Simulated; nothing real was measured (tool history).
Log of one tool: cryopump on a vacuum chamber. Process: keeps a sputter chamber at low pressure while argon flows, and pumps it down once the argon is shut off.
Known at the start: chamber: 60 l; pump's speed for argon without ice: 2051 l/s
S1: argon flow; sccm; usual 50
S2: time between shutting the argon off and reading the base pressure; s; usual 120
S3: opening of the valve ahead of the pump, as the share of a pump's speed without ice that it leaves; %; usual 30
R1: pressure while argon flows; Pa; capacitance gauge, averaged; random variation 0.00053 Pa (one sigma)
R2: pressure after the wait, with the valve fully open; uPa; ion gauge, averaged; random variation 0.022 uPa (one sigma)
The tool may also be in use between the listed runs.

| run | day | S1 | S2 | S3 | R1 | R2 |
|---|---|---|---|---|---|---|
| 1 | 0.000 | 50 | 120 | 30 | 0.1403 | 2.04 |
| 2 | 3.617 | 50 | 120 | 30 | 0.1405 | 2.17 |
| 3 | 6.017 | 50 | 120 | 30 | 0.1406 | 2.30 |
| 4 | 8.429 | 50 | 120 | 30 | 0.1406 | 2.31 |
| 5 | 10.550 | 50 | 120 | 30 | 0.1413 | 2.42 |
| 6 | 12.950 | 36 | 120 | 30 | 0.1023 | 2.53 |
| 7 | 15.433 | 36 | 120 | 30 | 0.1016 | 2.60 |
| 8 | 17.312 | 36 | 120 | 30 | 0.1020 | 2.67 |
|  | 18.296 | leaking fittings of the chamber tightened, without venting |
| 9 | 20.633 | 30 | 120 | 33 | 0.0778 | 0.75 |
| 10 | 22.212 | 24 | 129 | 20 | 0.1024 | 0.79 |
| 11 | 24.138 | 50 | 130 | 30 | 0.1433 | 0.84 |
| 12 | 26.038 | 50 | 25 | 30 | 0.1432 | 2.73 |
| 13 | 28.025 | 50 | 27 | 37 | 0.1183 | 2.64 |
| 14 | 30.479 | 36 | 286 | 42 | 0.0752 | 0.75 |
| 15 | 34.012 | 22 | 286 | 44 | 0.0446 | 0.91 |

Forecast each of these 5 alternatives for the next run:
| A | 37.117 | 22 | 286 | 22 | ? | ? |
| B | 37.117 | 21 | 120 | 16 | ? | ? |
| C | 37.117 | 50 | 93 | 38 | ? | ? |
| D | 37.117 | 22 | 286 | 23 | ? | ? |
| E | 37.117 | 27 | 38 | 44 | ? | ? |

| run | R1 | R2 |
|---|---|---|
| A | 0.0857 | 0.98 |
| B | 0.1112 | 1.30 |
| C | 0.1168 | 1.46 |
| D | 0.0836 | 1.03 |
| E | 0.0552 | 2.27 |
Without the tool's hidden state the same runs would have given:
| run | R1 | R2 |
|---|---|---|
| A | 0.0822 | 0.33 |
| B | 0.1078 | 0.64 |
| C | 0.1087 | 0.80 |
| D | 0.0801 | 0.37 |
| E | 0.0509 | 1.63 |
